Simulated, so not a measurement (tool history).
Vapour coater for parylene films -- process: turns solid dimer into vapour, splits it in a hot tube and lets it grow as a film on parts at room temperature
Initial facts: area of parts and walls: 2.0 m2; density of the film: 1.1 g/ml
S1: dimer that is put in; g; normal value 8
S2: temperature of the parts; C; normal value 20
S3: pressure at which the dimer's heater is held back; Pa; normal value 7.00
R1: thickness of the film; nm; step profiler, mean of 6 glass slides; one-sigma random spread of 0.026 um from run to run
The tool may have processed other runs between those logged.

run,hour,S1,S2,S3,R1
1,0.0,8,20,7.00,2080
2,23.9,8,20,7.00,2140
3,56.9,8,20,7.00,2080
4,91.0,8,25,7.00,1890
5,107.3,8,20,6.60,2060
6,126.2,8,20,6.60,2030
7,143.2,8,20,6.60,2020
8,161.0,8,20,3.59,2200
9,188.5,8,16,7.00,2180
10,209.9,8,16,7.00,2150
11,243.6,8,16,7.00,2110
12,268.9,8,16,7.00,2100
13,289.7,8,16,7.00,2150
14,314.8,9,28,2.96,2190
15,334.0,9,28,2.96,2170
16,348.7,9,28,2.96,2180
17,375.8,5,19,7.00,1230
18,397.9,8,18,4.17,2140
19,421.8,11,16,7.00,2870
20,451.4,11,16,7.00,2870

What would each run have given without the hidden state, its run-to-run variation left as it was?
Hidden state present: vapour lost through the trap's worn valve, %; true temperature of the parts over the reading, C; drift of the gauge itself on film_um, %.
run,R1
1,2110
2,2170
3,2120
4,1940
5,2130
6,2110
7,2100
8,2300
9,2290
10,2270
11,2250
12,2250
13,2310
14,2360
15,2350
16,2370
17,1350
18,2360
19,3170
20,3190
